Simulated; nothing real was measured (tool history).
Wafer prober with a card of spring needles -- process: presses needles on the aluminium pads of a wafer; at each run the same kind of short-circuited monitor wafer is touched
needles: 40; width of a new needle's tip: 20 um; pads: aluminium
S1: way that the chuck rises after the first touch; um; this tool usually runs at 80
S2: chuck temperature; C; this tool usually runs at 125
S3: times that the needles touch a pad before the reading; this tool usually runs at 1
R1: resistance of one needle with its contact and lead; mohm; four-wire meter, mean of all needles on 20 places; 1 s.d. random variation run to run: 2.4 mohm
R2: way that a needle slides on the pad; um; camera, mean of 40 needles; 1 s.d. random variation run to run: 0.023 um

Run 1, hour 0: usual settings. Result: R1 365 mohm, R2 13.29 um.
At hour 2.3: tips cleaned on abrasive film.
At hour 11.1: tips cleaned on abrasive film.
At hour 21.4: tips cleaned on abrasive film.
At hour 30.8: tips cleaned on abrasive film.
Run 2, hour 30.8: usual settings. Result: R1 288 mohm, R2 13.23 um.
At hour 39.9: tips cleaned on abrasive film.
At hour 42: height of the first contact set anew.
At hour 49.6: tips cleaned on abrasive film.
At hour 59.1: tips cleaned on abrasive film.
Run 3, hour 60.2: usual settings but S3 2. Result: R1 291 mohm, R2 13.42 um.
At hour 69: tips cleaned on abrasive film.
Run 4, hour 75.6: usual settings. Result: R1 363 mohm, R2 13.39 um.
At hour 79.2: tips cleaned on abrasive film.
At hour 89.6: tips cleaned on abrasive film.
Run 5, hour 97.7: usual settings but S2 71 C. Result: R1 363 mohm, R2 13.33 um.
At hour 99.3: tips cleaned on abrasive film.
At hour 110.3: tips cleaned on abrasive film.
Run 6, hour 112.4: usual settings but S2 71 C. Result: R1 319 mohm, R2 13.36 um.
At hour 120.6: tips cleaned on abrasive film.
At hour 130.2: tips cleaned on abrasive film.
Run 7, hour 138.3: usual settings. Result: R1 373 mohm, R2 13.28 um.
At hour 140.3: tips cleaned on abrasive film.
At hour 149.8: tips cleaned on abrasive film.
At hour 150.1: height of the first contact set anew.
Run 8, hour 155.5: usual settings but S1 77 um. Result: R1 374 mohm, R2 13 um.
At hour 161: tips cleaned on abrasive film.
At hour 169.8: tips cleaned on abrasive film.
Run 9, hour 177.7: usual settings but S1 77 um. Result: R1 379 mohm, R2 12.87 um.
At hour 179.9: tips cleaned on abrasive film.
At hour 189.7: tips cleaned on abrasive film.
Run 10, hour 194.8: usual settings but S3 2. Result: R1 327 mohm, R2 13.36 um.
At hour 198.5: tips cleaned on abrasive film.
At hour 207.6: tips cleaned on abrasive film.
At hour 218.2: tips cleaned on abrasive film.
Run 11, hour 223.3: usual settings. Result: R1 361 mohm, R2 13.36 um.
At hour 227.4: tips cleaned on abrasive film.
At hour 236.8: tips cleaned on abrasive film.
Run 12, hour 236.8: usual settings. Result: R1 289 mohm, R2 13.3 um.
At hour 246.7: tips cleaned on abrasive film.
Run 13, hour 253.6: usual settings. Result: R1 373 mohm, R2 13.31 um.
At hour 255.9: tips cleaned on abrasive film.
At hour 258.3: height of the first contact set anew.
At hour 266.5: tips cleaned on abrasive film.
At hour 275.7: tips cleaned on abrasive film.
Run 14, hour 277.4: usual settings. Result: R1 321 mohm, R2 13.39 um.
At hour 284.9: tips cleaned on abrasive film.
At hour 294.8: tips cleaned on abrasive film.
Run 15, hour 303.1: usual settings but S1 75 um, S2 109 C. Result: R1 385 mohm, R2 12.53 um.
At hour 305.3: tips cleaned on abrasive film.
At hour 316: tips cleaned on abrasive film.
At hour 326.5: tips cleaned on abrasive film.
Run 16, hour 334.5: usual settings but S1 66 um, S2 109 C. Result: R1 411 mohm, R2 10.94 um.
At hour 336.8: tips cleaned on abrasive film.
At hour 346.1: tips cleaned on abrasive film.
Run 17, hour 351.9: usual settings but S1 86 um, S2 102 C, S3 2. Result: R1 321 mohm, R2 14.28 um.
At hour 356: tips cleaned on abrasive film.
At hour 366.4: tips cleaned on abrasive film.
At hour 366.7: height of the first contact set anew.
Run 18, hour 366.8: usual settings but S2 95 C. Result: R1 280 mohm, R2 13.45 um.
At hour 375.6: tips cleaned on abrasive film.
At hour 385.5: tips cleaned on abrasive film.
Run 19, hour 392.9: usual settings but S2 95 C. Result: R1 372 mohm, R2 13.41 um.
At hour 394.4: tips cleaned on abrasive film.
At hour 405.2: tips cleaned on abrasive film.
At hour 415.8: tips cleaned on abrasive film.
Run 20, hour 421.2: usual settings but S2 95 C. Result: R1 365 mohm, R2 13.34 um.
At hour 424.7: tips cleaned on abrasive film.
At hour 433.5: tips cleaned on abrasive film.
Run 21, hour 437.1: usual settings but S1 91 um, S2 46 C. Result: R1 330 mohm, R2 15.19 um.
At hour 442.5: tips cleaned on abrasive film.
At hour 452.8: tips cleaned on abrasive film.
At hour 462.2: tips cleaned on abrasive film.
Run 22, hour 468.6: usual settings but S1 91 um, S2 46 C. Result: R1 346 mohm, R2 15.12 um.
At hour 472.1: tips cleaned on abrasive film.
At hour 475.4: height of the first contact set anew.
At hour 482.4: tips cleaned on abrasive film.
Run 23, hour 482.5: usual settings but S1 91 um, S2 46 C. Result: R1 270 mohm, R2 15.26 um.
At hour 492.3: tips cleaned on abrasive film.
At hour 503: tips cleaned on abrasive film.
At hour 513.5: tips cleaned on abrasive film.
Run 24, hour 515.2: usual settings but S1 79 um, S2 46 C, S3 2. Result: R1 296 mohm, R2 13.2 um.
At hour 523.1: tips cleaned on abrasive film.
At hour 532.7: tips cleaned on abrasive film.
Run 25, hour 539.7: usual settings but S1 71 um, S2 38 C. Result: R1 392 mohm, R2 11.82 um.
At hour 542: tips cleaned on abrasive film.
At hour 552.1: tips cleaned on abrasive film.
At hour 561.9: tips cleaned on abrasive film.
Run 26, hour 569.5: usual settings but S1 71 um, S2 38 C. Result: R1 400 mohm, R2 11.78 um.
At hour 571.7: tips cleaned on abrasive film.
At hour 582.3: tips cleaned on abrasive film.
At hour 582.6: height of the first contact set anew.
At hour 591.7: tips cleaned on abrasive film.
Run 27, hour 592: usual settings but S1 71 um, S2 38 C. Result: R1 284 mohm, R2 11.9 um.
At hour 602.3: tips cleaned on abrasive film.
At hour 612.5: tips cleaned on abrasive film.
Run 28, hour 617.9: usual settings but S1 71 um, S2 69 C. Result: R1 385 mohm, R2 11.9 um.

Consider 5 possible next runs. They are alternatives, not a sequence: every one starts from the tool as it was left by run 28. What does each give?
At hour 622.3: tips cleaned on abrasive film.
At hour 633: tips cleaned on abrasive film.
Run A, hour 634.1: usual settings but S1 73 um, S2 46 C. Result: R1 ?, R2 ?.
At hour 622.3: tips cleaned on abrasive film.
At hour 633: tips cleaned on abrasive film.
Run B, hour 634.1: usual settings but S1 70 um, S2 58 C, S3 3. Result: R1 ?, R2 ?.
At hour 622.3: tips cleaned on abrasive film.
At hour 633: tips cleaned on abrasive film.
Run C, hour 634.1: usual settings but S1 85 um, S3 2. Result: R1 ?, R2 ?.
At hour 622.3: tips cleaned on abrasive film.
At hour 633: tips cleaned on abrasive film.
Run D, hour 634.1: usual settings but S1 65 um, S2 80 C, S3 2. Result: R1 ?, R2 ?.
At hour 622.3: tips cleaned on abrasive film.
At hour 633: tips cleaned on abrasive film.
Run E, hour 634.1: usual settings but S1 78 um, S3 3. Result: R1 ?, R2 ?.

run   R1     R2
  A  306  12.16
  B  288  11.63
  C  299  14.23
  D  308  10.85
  E  301     13
What these runs would have given with no unlogged condition in the tool:
run   R1     R2
  A  255  12.26
  B  267  11.72
  C  277  14.33
  D  270  10.94
  E  284   13.1
